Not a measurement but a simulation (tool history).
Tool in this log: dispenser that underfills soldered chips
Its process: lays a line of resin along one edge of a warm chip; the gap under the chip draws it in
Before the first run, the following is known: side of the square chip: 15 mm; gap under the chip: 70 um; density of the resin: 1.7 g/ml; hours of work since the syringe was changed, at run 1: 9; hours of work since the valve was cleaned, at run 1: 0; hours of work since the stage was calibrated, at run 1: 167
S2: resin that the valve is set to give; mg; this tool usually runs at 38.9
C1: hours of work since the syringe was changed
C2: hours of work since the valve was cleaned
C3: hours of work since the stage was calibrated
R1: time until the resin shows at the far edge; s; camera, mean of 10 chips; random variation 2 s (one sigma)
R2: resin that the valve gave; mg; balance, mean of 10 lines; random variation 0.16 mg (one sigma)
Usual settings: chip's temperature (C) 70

{"run": 1, "hour": 0.0, "chip's temperature (C)": 70, "S2": 38.9, "C1": 9, "C2": 0, "C3": 167, "R1": 402.4, "R2": 38.84}
{"hour": 2.6, "done": "new syringe of resin"}
{"run": 2, "hour": 7.4, "chip's temperature (C)": 70, "S2": 38.9, "C1": 4, "C2": 6, "C3": 173, "R1": 261.2, "R2": 39.07}
{"run": 3, "hour": 14.3, "chip's temperature (C)": 70, "S2": 38.9, "C1": 9, "C2": 11, "C3": 178, "R1": 420.6, "R2": 38.87}
{"hour": 16.0, "done": "new syringe of resin"}
{"run": 4, "hour": 21.1, "chip's temperature (C)": 70, "S2": 38.9, "C1": 4, "C2": 16, "C3": 183, "R1": 265.2, "R2": 38.7}
{"run": 5, "hour": 24.5, "chip's temperature (C)": 70, "S2": 33.6, "C1": 7, "C2": 19, "C3": 186, "R1": 347.0, "R2": 33.39}
{"hour": 29.6, "done": "new syringe of resin"}
{"run": 6, "hour": 31.8, "chip's temperature (C)": 70, "S2": 34.9, "C1": 2, "C2": 25, "C3": 191, "R1": 225.2, "R2": 34.61}
{"run": 7, "hour": 37.6, "chip's temperature (C)": 78, "S2": 40.5, "C1": 6, "C2": 29, "C3": 196, "R1": 225.1, "R2": 40.08}
{"hour": 43.1, "done": "new syringe of resin"}
{"run": 8, "hour": 44.7, "chip's temperature (C)": 70, "S2": 36.1, "C1": 1, "C2": 34, "C3": 201, "R1": 215.7, "R2": 35.68}
{"run": 9, "hour": 48.6, "chip's temperature (C)": 74, "S2": 40.8, "C1": 4, "C2": 38, "C3": 205, "R1": 228.2, "R2": 40.3}
{"run": 10, "hour": 52.3, "chip's temperature (C)": 79, "S2": 36.4, "C1": 7, "C2": 40, "C3": 207, "R1": 238.1, "R2": 35.85}
{"hour": 56.6, "done": "new syringe of resin"}
{"run": 11, "hour": 58.2, "chip's temperature (C)": 62, "S2": 49.4, "C1": 1, "C2": 45, "C3": 212, "R1": 305.3, "R2": 48.5}
{"run": 12, "hour": 64.6, "chip's temperature (C)": 62, "S2": 49.4, "C1": 6, "C2": 50, "C3": 217, "R1": 459.5, "R2": 48.6}

Each row is a separate what-if for the run after 12, all from the same tool condition, not one after another. Results?
{"hour": 70.5, "done": "new syringe of resin"}
{"run": "A", "hour": 71.5, "chip's temperature (C)": 85, "S2": 38.9, "C1": 1, "C2": 55, "C3": 222, "R1": "?", "R2": "?"}
{"hour": 70.5, "done": "new syringe of resin"}
{"run": "B", "hour": 71.5, "chip's temperature (C)": 62, "S2": 39.3, "C1": 1, "C2": 55, "C3": 222, "R1": "?", "R2": "?"}
{"hour": 70.5, "done": "new syringe of resin"}
{"run": "C", "hour": 71.5, "chip's temperature (C)": 69, "S2": 45.7, "C1": 1, "C2": 55, "C3": 222, "R1": "?", "R2": "?"}
{"hour": 70.5, "done": "new syringe of resin"}
{"run": "D", "hour": 71.5, "chip's temperature (C)": 70, "S2": 46.0, "C1": 1, "C2": 55, "C3": 222, "R1": "?", "R2": "?"}

run=A R1=108.5 R2=38.09
run=B R1=297.9 R2=38.75
run=C R1=211.1 R2=44.73
run=D R1=202.5 R2=45.08
What these runs would have given with no unlogged condition in the tool:
run=A R1=103.4 R2=38.97
run=B R1=285.6 R2=39.65
run=C R1=202.5 R2=45.77
run=D R1=194.2 R2=46.13

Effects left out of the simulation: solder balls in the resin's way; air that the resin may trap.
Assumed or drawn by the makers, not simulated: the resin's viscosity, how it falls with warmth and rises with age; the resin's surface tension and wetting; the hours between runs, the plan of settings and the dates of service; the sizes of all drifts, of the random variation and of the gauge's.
